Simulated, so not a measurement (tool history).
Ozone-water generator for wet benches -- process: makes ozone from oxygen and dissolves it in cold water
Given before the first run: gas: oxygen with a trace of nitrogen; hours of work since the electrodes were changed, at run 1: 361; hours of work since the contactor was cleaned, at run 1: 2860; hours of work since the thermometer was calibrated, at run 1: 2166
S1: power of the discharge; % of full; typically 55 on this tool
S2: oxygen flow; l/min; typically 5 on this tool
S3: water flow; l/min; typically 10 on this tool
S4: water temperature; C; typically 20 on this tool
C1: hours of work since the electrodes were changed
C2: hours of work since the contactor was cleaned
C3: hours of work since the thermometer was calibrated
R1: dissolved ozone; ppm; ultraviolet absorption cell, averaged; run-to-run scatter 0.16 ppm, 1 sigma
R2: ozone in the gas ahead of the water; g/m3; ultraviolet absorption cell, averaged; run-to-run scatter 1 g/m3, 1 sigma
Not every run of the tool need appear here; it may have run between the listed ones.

{"run": 1, "hour": 0.0, "S1": 55, "S2": 5, "S3": 10, "S4": 20, "C1": 361, "C2": 2860, "C3": 2166, "R1": 21.5, "R2": 180.9}
{"run": 2, "hour": 70.5, "S1": 55, "S2": 5, "S3": 10, "S4": 12, "C1": 429, "C2": 2927, "C3": 2233, "R1": 25, "R2": 179.7}
{"run": 3, "hour": 160.5, "S1": 55, "S2": 5, "S3": 10, "S4": 12, "C1": 515, "C2": 3014, "C3": 2319, "R1": 25, "R2": 180.6}
{"run": 4, "hour": 228.3, "S1": 55, "S2": 5, "S3": 10, "S4": 12, "C1": 580, "C2": 3079, "C3": 2384, "R1": 25.1, "R2": 178.8}
{"run": 5, "hour": 281.5, "S1": 55, "S2": 5, "S3": 10, "S4": 12, "C1": 631, "C2": 3130, "C3": 2435, "R1": 25, "R2": 180.3}
{"run": 6, "hour": 351.5, "S1": 55, "S2": 5, "S3": 15, "S4": 20, "C1": 698, "C2": 3197, "C3": 2503, "R1": 15.2, "R2": 179.6}
{"run": 7, "hour": 400.5, "S1": 55, "S2": 5, "S3": 15, "S4": 20, "C1": 745, "C2": 3244, "C3": 2550, "R1": 15.2, "R2": 177.8}
{"run": 8, "hour": 477.6, "S1": 87, "S2": 5, "S3": 10, "S4": 20, "C1": 819, "C2": 3318, "C3": 2623, "R1": 31.1, "R2": 258.9}
{"run": 9, "hour": 516.2, "S1": 55, "S2": 5, "S3": 10, "S4": 20, "C1": 856, "C2": 3355, "C3": 2660, "R1": 21.8, "R2": 178.4}
{"run": 10, "hour": 609.0, "S1": 57, "S2": 5.15, "S3": 9, "S4": 20, "C1": 945, "C2": 3444, "C3": 2749, "R1": 24, "R2": 180.4}
{"run": 11, "hour": 681.0, "S1": 57, "S2": 5.15, "S3": 9, "S4": 20, "C1": 1014, "C2": 3513, "C3": 2819, "R1": 23.7, "R2": 178.8}
{"run": 12, "hour": 748.6, "S1": 56, "S2": 2.71, "S3": 10, "S4": 13, "C1": 1079, "C2": 3578, "C3": 2883, "R1": 26.4, "R2": 260.8}
{"run": 13, "hour": 817.2, "S1": 48, "S2": 5.1, "S3": 8, "S4": 12, "C1": 1145, "C2": 3643, "C3": 2949, "R1": 26.6, "R2": 157.1}
{"run": 14, "hour": 855.1, "S1": 94, "S2": 5.32, "S3": 6, "S4": 21, "C1": 1181, "C2": 3680, "C3": 2985, "R1": 44.4, "R2": 263.2}
{"run": 15, "hour": 932.6, "S1": 94, "S2": 5.32, "S3": 6, "S4": 21, "C1": 1255, "C2": 3754, "C3": 3060, "R1": 44.5, "R2": 262.1}
{"run": 16, "hour": 975.7, "S1": 94, "S2": 5.32, "S3": 6, "S4": 21, "C1": 1297, "C2": 3795, "C3": 3101, "R1": 44.6, "R2": 262.5}
{"run": 17, "hour": 1040.3, "S1": 81, "S2": 5, "S3": 10, "S4": 19, "C1": 1359, "C2": 3857, "C3": 3163, "R1": 29.9, "R2": 241.3}

Below are 5 alternative next runs, each starting from the tool's condition after run 17. Predict each:
{"run": "A", "hour": 1123.3, "S1": 45, "S2": 5, "S3": 11, "S4": 21, "C1": 1438, "C2": 3937, "C3": 3243, "R1": "?", "R2": "?"}
{"run": "B", "hour": 1123.3, "S1": 43, "S2": 2.73, "S3": 13, "S4": 19, "C1": 1438, "C2": 3937, "C3": 3243, "R1": "?", "R2": "?"}
{"run": "C", "hour": 1123.3, "S1": 55, "S2": 5, "S3": 10, "S4": 18, "C1": 1438, "C2": 3937, "C3": 3243, "R1": "?", "R2": "?"}
{"run": "D", "hour": 1123.3, "S1": 57, "S2": 5.29, "S3": 11, "S4": 20, "C1": 1438, "C2": 3937, "C3": 3243, "R1": "?", "R2": "?"}
{"run": "E", "hour": 1123.3, "S1": 81, "S2": 5, "S3": 12, "S4": 16, "C1": 1438, "C2": 3937, "C3": 3243, "R1": "?", "R2": "?"}

run=A R1=16.8 R2=151.1
run=B R1=15.1 R2=206.9
run=C R1=22.4 R2=177
run=D R1=20.3 R2=174.5
run=E R1=27.4 R2=242.4
Take away the tool's hidden state, keep each run's random variation, and the runs would have read:
run=A R1=16.9 R2=153.7
run=B R1=15.1 R2=210.4
run=C R1=22.4 R2=180
run=D R1=20.3 R2=177.5
run=E R1=27.4 R2=246.5

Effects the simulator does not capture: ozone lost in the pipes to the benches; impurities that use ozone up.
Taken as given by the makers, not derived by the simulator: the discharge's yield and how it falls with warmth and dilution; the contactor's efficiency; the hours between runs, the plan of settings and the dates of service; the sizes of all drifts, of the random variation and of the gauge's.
